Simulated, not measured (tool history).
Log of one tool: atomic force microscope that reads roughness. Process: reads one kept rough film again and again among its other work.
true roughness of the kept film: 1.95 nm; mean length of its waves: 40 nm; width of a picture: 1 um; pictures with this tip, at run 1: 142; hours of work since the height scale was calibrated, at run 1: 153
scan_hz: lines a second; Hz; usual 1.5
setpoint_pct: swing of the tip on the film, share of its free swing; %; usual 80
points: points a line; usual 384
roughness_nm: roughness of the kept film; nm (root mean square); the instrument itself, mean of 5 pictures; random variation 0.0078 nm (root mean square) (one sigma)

| run | hour | scan_hz | setpoint_pct | points | pictures with this tip | hours of work since the height scale was calibrated | roughness_nm |
|---|---|---|---|---|---|---|---|
| 1 | 0 | 1.5 | 80 | 384 | 142 | 153 | 1.586 |
| 2 | 47.3 | 1.5 | 80 | 384 | 201 | 176 | 1.556 |
|  | 80.4 | new tip fitted |
| 3 | 94.9 | 1.5 | 80 | 384 | 18 | 198 | 1.638 |
| 4 | 133 | 1.5 | 80 | 384 | 65 | 217 | 1.621 |
| 5 | 154.3 | 1.5 | 80 | 384 | 92 | 227 | 1.603 |
| 6 | 201.3 | 1.5 | 80 | 384 | 150 | 250 | 1.568 |
| 7 | 237.8 | 1.5 | 80 | 384 | 196 | 267 | 1.55 |
|  | 275.2 | new tip fitted |
| 8 | 275.2 | 1.5 | 80 | 384 | 0 | 285 | 1.645 |
| 9 | 298.1 | 1.5 | 80 | 384 | 28 | 296 | 1.665 |
| 10 | 317.3 | 1.5 | 80 | 384 | 52 | 306 | 1.621 |
| 11 | 361.1 | 1.5 | 80 | 384 | 107 | 327 | 1.578 |
| 12 | 387.5 | 1.5 | 80 | 384 | 140 | 339 | 1.57 |
| 13 | 431.1 | 1.5 | 80 | 384 | 194 | 360 | 1.553 |
| 14 | 461.9 | 1.5 | 80 | 384 | 232 | 375 | 1.543 |
|  | 472.2 | new tip fitted |
| 15 | 487.7 | 1.5 | 75 | 384 | 19 | 388 | 1.684 |
| 16 | 526.8 | 0.86 | 87 | 674 | 68 | 406 | 1.669 |
| 17 | 556.4 | 0.86 | 87 | 292 | 105 | 421 | 1.626 |
| 18 | 601.1 | 0.86 | 87 | 292 | 160 | 442 | 1.605 |
| 19 | 640.5 | 0.86 | 87 | 292 | 209 | 461 | 1.565 |
|  | 668 | new tip fitted |
| 20 | 680.5 | 3.6 | 64 | 926 | 16 | 480 | 1.644 |
| 21 | 713.2 | 0.67 | 80 | 1014 | 56 | 496 | 1.73 |
| 22 | 754.6 | 2.38 | 82 | 595 | 108 | 516 | 1.48 |
| 23 | 781.2 | 2.37 | 76 | 266 | 141 | 529 | 1.533 |
| 24 | 827.8 | 2.97 | 61 | 266 | 199 | 552 | 1.617 |
|  | 865.3 | new tip fitted |
| 25 | 866.9 | 1.51 | 65 | 279 | 2 | 570 | 1.769 |
| 26 | 887 | 1.59 | 74 | 595 | 27 | 580 | 1.688 |
| 27 | 915.4 | 1.59 | 74 | 595 | 63 | 594 | 1.651 |
| 28 | 959.5 | 3.17 | 61 | 564 | 118 | 615 | 1.647 |

The next listed run, before its measurement:
| 29 | 1004.5 | 3.17 | 61 | 564 | 174 | 637 | ? |

Run 29 gave roughness_nm 1.617 nm (root mean square).
Without the tool's hidden state the same run would have given roughness_nm 1.728 nm (root mean square).
